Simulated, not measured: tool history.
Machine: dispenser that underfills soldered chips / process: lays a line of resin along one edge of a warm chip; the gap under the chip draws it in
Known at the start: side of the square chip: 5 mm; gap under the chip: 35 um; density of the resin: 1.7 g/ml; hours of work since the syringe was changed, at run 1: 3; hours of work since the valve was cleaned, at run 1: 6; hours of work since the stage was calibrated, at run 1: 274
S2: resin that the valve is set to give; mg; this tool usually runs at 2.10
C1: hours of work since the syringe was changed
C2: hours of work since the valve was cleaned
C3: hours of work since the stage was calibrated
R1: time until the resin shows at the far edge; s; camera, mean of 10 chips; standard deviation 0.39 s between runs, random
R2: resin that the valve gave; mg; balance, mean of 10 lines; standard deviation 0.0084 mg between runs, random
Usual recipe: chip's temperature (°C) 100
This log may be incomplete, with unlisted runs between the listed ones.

Run 1, hour 0.0: usual settings; C1 3; C2 6; C3 274. Result: R1 29.0 s, R2 2.079 mg.
Run 2, hour 8.0: usual settings; C1 9; C2 12; C3 280. Result: R1 42.4 s, R2 2.063 mg.
At hour 9.2: new syringe of resin.
Run 3, hour 17.1: usual settings; C1 6; C2 19; C3 287. Result: R1 35.3 s, R2 2.063 mg.
At hour 22.5: new syringe of resin.
Run 4, hour 26.0: usual settings but chip's temperature (°C) 103; C1 3; C2 25; C3 293. Result: R1 24.2 s, R2 2.063 mg.
Run 5, hour 33.5: usual settings; C1 8; C2 31; C3 299. Result: R1 40.1 s, R2 2.051 mg.
At hour 36.0: new syringe of resin.
Run 6, hour 40.0: usual settings; C1 3; C2 36; C3 304. Result: R1 28.9 s, R2 2.056 mg.
Run 7, hour 43.9: usual settings; C1 6; C2 39; C3 307. Result: R1 34.9 s, R2 2.042 mg.
At hour 49.8: new syringe of resin.
Run 8, hour 50.1: usual settings but S2 1.84 mg; C1 0; C2 43; C3 311. Result: R1 25.5 s, R2 1.770 mg.
Run 9, hour 56.8: usual settings; C1 5; C2 49; C3 316. Result: R1 33.3 s, R2 2.031 mg.
At hour 63.0: new syringe of resin.
Run 10, hour 63.1: usual settings but chip's temperature (°C) 94; C1 0; C2 53; C3 321. Result: R1 30.6 s, R2 2.035 mg.
Run 11, hour 71.0: usual settings but chip's temperature (°C) 94; C1 6; C2 59; C3 327. Result: R1 45.1 s, R2 2.031 mg.
At hour 76.3: new syringe of resin.
Run 12, hour 77.4: usual settings; C1 1; C2 64; C3 332. Result: R1 25.5 s, R2 2.010 mg.
At hour 84.5: dispensing valve cleaned and set on the balance.
Run 13, hour 85.7: usual settings; C1 6; C2 1; C3 337. Result: R1 35.4 s, R2 2.103 mg.
At hour 90.4: new syringe of resin.
Run 14, hour 94.6: usual settings but S2 1.81 mg; C1 3; C2 8; C3 344. Result: R1 30.8 s, R2 1.804 mg.
Run 15, hour 98.6: usual settings but chip's temperature (°C) 110; C1 6; C2 11; C3 347. Result: R1 23.2 s, R2 2.099 mg.
At hour 103.7: new syringe of resin.
Run 16, hour 108.1: usual settings but chip's temperature (°C) 110; C1 3; C2 18; C3 354. Result: R1 18.9 s, R2 2.087 mg.
Run 17, hour 113.0: usual settings but chip's temperature (°C) 110; C1 7; C2 21; C3 358. Result: R1 24.3 s, R2 2.072 mg.
At hour 117.0: new syringe of resin.
Run 18, hour 120.3: usual settings but S2 2.57 mg; C1 2; C2 27; C3 363. Result: R1 26.7 s, R2 2.526 mg.
Run 19, hour 125.5: usual settings but S2 2.57 mg; C1 6; C2 31; C3 367. Result: R1 34.2 s, R2 2.532 mg.
At hour 130.2: new syringe of resin.
Run 20, hour 131.7: usual settings but chip's temperature (°C) 95, S2 2.31 mg; C1 1; C2 35; C3 372. Result: R1 30.7 s, R2 2.255 mg.
Run 21, hour 137.1: usual settings but chip's temperature (°C) 105, S2 2.25 mg; C1 5; C2 40; C3 376. Result: R1 25.7 s, R2 2.208 mg.
Run 22, hour 141.5: usual settings but chip's temperature (°C) 112, S2 2.41 mg; C1 9; C2 43; C3 379. Result: R1 24.1 s, R2 2.341 mg.
At hour 143.5: new syringe of resin.
Run 23, hour 148.0: usual settings but chip's temperature (°C) 112, S2 2.04 mg; C1 3; C2 48; C3 384. Result: R1 17.8 s, R2 1.990 mg.
Run 24, hour 151.9: usual settings but chip's temperature (°C) 87, S2 2.51 mg; C1 6; C2 51; C3 387. Result: R1 60.9 s, R2 2.437 mg.
At hour 156.9: new syringe of resin.
Run 25, hour 157.7: usual settings but chip's temperature (°C) 109, S2 2.68 mg; C1 1; C2 55; C3 391. Result: R1 16.0 s, R2 2.588 mg.
Run 26, hour 161.8: usual settings but chip's temperature (°C) 107, S2 1.88 mg; C1 4; C2 58; C3 394. Result: R1 23.0 s, R2 1.808 mg.
At hour 170.1: new syringe of resin.
Run 27, hour 171.0: usual settings but chip's temperature (°C) 110, S2 2.34 mg; C1 1; C2 65; C3 401. Result: R1 16.0 s, R2 2.240 mg.
At hour 176.8: dispensing valve cleaned and set on the balance.
Run 28, hour 176.8: usual settings but chip's temperature (°C) 110, S2 2.34 mg; C1 4; C2 0; C3 405. Result: R1 19.6 s, R2 2.345 mg.

What will run 29 give?
Run 29, hour 181.0: usual settings but chip's temperature (°C) 92; C1 8; C2 3; C3 408. Result: R1 ?, R2 ?.

{"run 29": {"R1": 53.3, "R2": 2.1}}
Were there no unlogged condition in the tool, this run, its random variation unchanged, would have produced R1 35.9 s, R2 2.097 mg.
